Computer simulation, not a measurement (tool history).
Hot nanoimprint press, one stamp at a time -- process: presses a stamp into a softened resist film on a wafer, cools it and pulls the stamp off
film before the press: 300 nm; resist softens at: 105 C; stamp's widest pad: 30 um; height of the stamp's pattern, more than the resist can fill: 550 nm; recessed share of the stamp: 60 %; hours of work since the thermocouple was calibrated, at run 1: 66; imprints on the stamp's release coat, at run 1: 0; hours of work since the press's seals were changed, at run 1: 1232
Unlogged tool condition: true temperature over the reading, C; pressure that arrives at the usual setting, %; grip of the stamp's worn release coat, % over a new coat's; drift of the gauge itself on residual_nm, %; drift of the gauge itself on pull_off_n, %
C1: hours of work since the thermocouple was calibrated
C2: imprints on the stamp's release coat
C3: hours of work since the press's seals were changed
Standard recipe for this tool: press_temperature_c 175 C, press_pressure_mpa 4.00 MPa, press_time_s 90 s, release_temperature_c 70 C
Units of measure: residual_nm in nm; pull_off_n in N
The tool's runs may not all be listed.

{"run": 1, "hour": 0.0, "press_temperature_c": 175, "press_pressure_mpa": 4.0, "press_time_s": 90, "release_temperature_c": 70, "C1": 66, "C2": 0, "C3": 1232, "residual_nm": 128.2, "pull_off_n": 184}
{"run": 2, "hour": 32.6, "press_temperature_c": 175, "press_pressure_mpa": 4.0, "press_time_s": 90, "release_temperature_c": 70, "C1": 90, "C2": 140, "C3": 1256, "residual_nm": 127.8, "pull_off_n": 195}
{"run": 3, "hour": 56.1, "press_temperature_c": 175, "press_pressure_mpa": 6.34, "press_time_s": 90, "release_temperature_c": 70, "C1": 108, "C2": 242, "C3": 1274, "residual_nm": 107.0, "pull_off_n": 197}
{"hour": 68.3, "done": "press's hydraulic seals changed and the load cell set to zero"}
{"run": 4, "hour": 85.0, "press_temperature_c": 180, "press_pressure_mpa": 4.0, "press_time_s": 90, "release_temperature_c": 70, "C1": 123, "C2": 331, "C3": 12, "residual_nm": 103.8, "pull_off_n": 204}
{"run": 5, "hour": 115.7, "press_temperature_c": 180, "press_pressure_mpa": 4.0, "press_time_s": 90, "release_temperature_c": 70, "C1": 146, "C2": 463, "C3": 35, "residual_nm": 102.9, "pull_off_n": 211}
{"run": 6, "hour": 144.8, "press_temperature_c": 182, "press_pressure_mpa": 4.0, "press_time_s": 90, "release_temperature_c": 70, "C1": 167, "C2": 588, "C3": 57, "residual_nm": 95.4, "pull_off_n": 214}
{"run": 7, "hour": 167.6, "press_temperature_c": 182, "press_pressure_mpa": 4.0, "press_time_s": 90, "release_temperature_c": 70, "C1": 184, "C2": 686, "C3": 74, "residual_nm": 95.3, "pull_off_n": 219}
{"hour": 185.5, "done": "stamp cleaned and given a new release coat"}
{"run": 8, "hour": 212.4, "press_temperature_c": 176, "press_pressure_mpa": 4.0, "press_time_s": 90, "release_temperature_c": 73, "C1": 213, "C2": 116, "C3": 102, "residual_nm": 118.6, "pull_off_n": 172}
{"run": 9, "hour": 255.8, "press_temperature_c": 182, "press_pressure_mpa": 3.41, "press_time_s": 90, "release_temperature_c": 70, "C1": 245, "C2": 302, "C3": 135, "residual_nm": 101.3, "pull_off_n": 199}

Run 10, settings as shown, results not yet in. Your forecast:
{"run": 10, "hour": 298.2, "press_temperature_c": 170, "press_pressure_mpa": 3.41, "press_time_s": 90, "release_temperature_c": 68, "C1": 277, "C2": 484, "C3": 166, "residual_nm": "?", "pull_off_n": "?"}

residual_nm: 156.7 nm
pull_off_n: 215 N
On a tool with no hidden condition, and with the same random variation, this run would have come out at residual_nm 162.3 nm, pull_off_n 199 N.

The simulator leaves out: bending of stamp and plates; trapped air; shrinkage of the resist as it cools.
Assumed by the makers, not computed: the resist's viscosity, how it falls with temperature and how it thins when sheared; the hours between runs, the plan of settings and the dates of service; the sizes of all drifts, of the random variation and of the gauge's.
